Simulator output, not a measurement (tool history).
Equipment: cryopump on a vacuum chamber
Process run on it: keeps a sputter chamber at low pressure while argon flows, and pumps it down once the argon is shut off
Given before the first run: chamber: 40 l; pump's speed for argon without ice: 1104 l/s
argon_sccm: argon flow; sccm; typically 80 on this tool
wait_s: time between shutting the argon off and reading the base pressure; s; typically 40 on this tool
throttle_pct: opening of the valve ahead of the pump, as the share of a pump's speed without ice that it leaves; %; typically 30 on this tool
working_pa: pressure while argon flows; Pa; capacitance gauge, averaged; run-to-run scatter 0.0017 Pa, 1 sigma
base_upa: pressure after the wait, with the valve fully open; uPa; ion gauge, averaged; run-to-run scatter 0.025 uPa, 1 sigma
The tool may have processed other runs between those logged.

run,hour,argon_sccm,wait_s,throttle_pct,working_pa,base_upa
1,0,80,40,30,0.447,2.09
2,20.6,80,40,30,0.4508,2.16
3,50.2,80,25,30,0.4472,2.68
4,71.7,80,40,30,0.4492,2.19
5,101.8,80,40,30,0.4531,2.25
6,124.1,80,40,30,0.4525,2.33
7,136.5,80,40,30,0.4511,2.27
# hour 148: pump warmed up, emptied and cooled again
8,154.6,80,40,30,0.4099,1.92
9,179.3,80,40,30,0.4099,1.95
10,196.2,80,40,30,0.4112,1.96
11,223.4,80,40,30,0.4139,1.93
12,244.5,68,40,30,0.3515,2.08
13,262.3,68,40,30,0.35,2.04
14,291.5,68,40,30,0.3548,2
15,314.5,68,40,30,0.3513,2.06
16,333.9,86,40,30,0.4462,2.03
17,353.4,86,40,30,0.4464,2.11
18,372.5,86,40,30,0.4517,2.13
19,398.2,45,41,30,0.2349,2.13
20,428.7,45,41,30,0.2354,2.15
21,452.2,45,41,30,0.2353,2.15
22,471.2,120,80,35,0.5442,1.91
23,498.6,123,193,17,1.1283,1.71
24,517.6,123,193,17,1.1291,1.71
25,542.4,123,193,17,1.1201,1.69
26,559.1,123,193,17,1.1324,1.77
27,588.2,123,193,17,1.1338,1.8
28,610.1,80,88,20,0.6294,2.06
29,630,80,88,20,0.6257,2.03
30,649,56,40,20,0.4401,2.42
31,662.8,56,125,18,0.4894,1.98
32,681.6,56,125,18,0.4895,1.99
33,697.4,85,125,37,0.3722,2.04
34,713.8,56,40,30,0.2995,2.46
35,735.7,124,220,16,1.2106,1.94

Some steps in working_pa between neighbouring runs. How much of each would the tool show without its hidden state too (settings, what came in, random variation), and how much is left for the hidden state, with any gauge scatter that isn't in both results?
The hidden state here: pump's speed, % of a pump's without ice; cold plate's temperature, K; leak into the chamber, uPa l/s; drift of the gauge itself on working_pa, %; drift of the gauge itself on base_upa, %.
Run 7 -> 8: pump warmed up, emptied and cooled again. working_pa -0.0412 Pa: hidden state -0.0417, all else +0.0005.
Run 21 -> 22: argon_sccm 45 -> 120, wait_s 41 -> 80, throttle_pct 30 -> 35. working_pa +0.3089 Pa: hidden state +0.0109, all else +0.298.
Run 22 -> 23: argon_sccm 120 -> 123, wait_s 80 -> 193, throttle_pct 35 -> 17. working_pa +0.5841 Pa: hidden state +0.0016, all else +0.5825.
Run 27 -> 28: argon_sccm 123 -> 80, wait_s 193 -> 88, throttle_pct 17 -> 20. working_pa -0.5044 Pa: hidden state -0.0073, all else -0.4971.
Run 34 -> 35: argon_sccm 56 -> 124, wait_s 40 -> 220, throttle_pct 30 -> 16. working_pa +0.9111 Pa: hidden state +0.0166, all else +0.8945.

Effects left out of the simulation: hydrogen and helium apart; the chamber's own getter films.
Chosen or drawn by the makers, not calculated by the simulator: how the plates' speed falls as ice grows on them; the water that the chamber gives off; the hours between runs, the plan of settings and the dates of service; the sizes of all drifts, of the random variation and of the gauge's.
